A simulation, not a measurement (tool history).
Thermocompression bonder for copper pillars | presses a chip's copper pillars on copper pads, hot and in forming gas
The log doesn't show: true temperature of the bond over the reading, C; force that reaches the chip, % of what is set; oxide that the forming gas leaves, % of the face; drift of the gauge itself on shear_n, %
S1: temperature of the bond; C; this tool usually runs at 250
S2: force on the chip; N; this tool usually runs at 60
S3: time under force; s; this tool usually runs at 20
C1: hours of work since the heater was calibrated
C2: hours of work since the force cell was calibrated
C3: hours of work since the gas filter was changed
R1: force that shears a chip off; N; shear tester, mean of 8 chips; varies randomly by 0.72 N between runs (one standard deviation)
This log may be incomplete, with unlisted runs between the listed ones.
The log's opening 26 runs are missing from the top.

run,day,S1,S2,S3,C1,C2,C3,R1
27,20.788,273,46,41,627,901,205,71.3
28,21.883,248,55,48,638,912,215,66.8
29,22.583,248,55,48,645,919,222,65.7
30,23.338,248,55,48,652,926,229,64.7
# day 23.992: forming gas filter changed
31,24.358,250,38,20,662,936,4,42.0
32,25.412,250,65,20,672,946,14,52.9
33,25.929,250,65,20,677,951,19,52.6
34,26.600,244,42,20,684,958,25,41.2
35,27.092,244,68,20,688,963,30,50.4
36,27.612,244,68,20,694,968,35,51.1
37,28.204,244,68,20,699,974,41,51.4
38,29.192,239,84,19,709,983,51,51.3
39,29.967,239,84,19,717,991,58,52.8

Here are 5 independent what-if runs from the current tool condition. What would each one return?
A,31.025,263,77,24,727,1001,69,?
B,31.025,239,45,35,727,1001,69,?
C,31.025,250,60,13,727,1001,69,?
D,31.025,236,51,19,727,1001,69,?
E,31.025,239,46,19,727,1001,69,?

run,R1
A,67.6
B,49.1
C,44.4
D,39.3
E,40.1
The same runs, with their run-to-run variation unchanged, on a tool lacking any hidden condition would have given:
run,R1
A,67.8
B,49.3
C,44.6
D,39.4
E,40.3
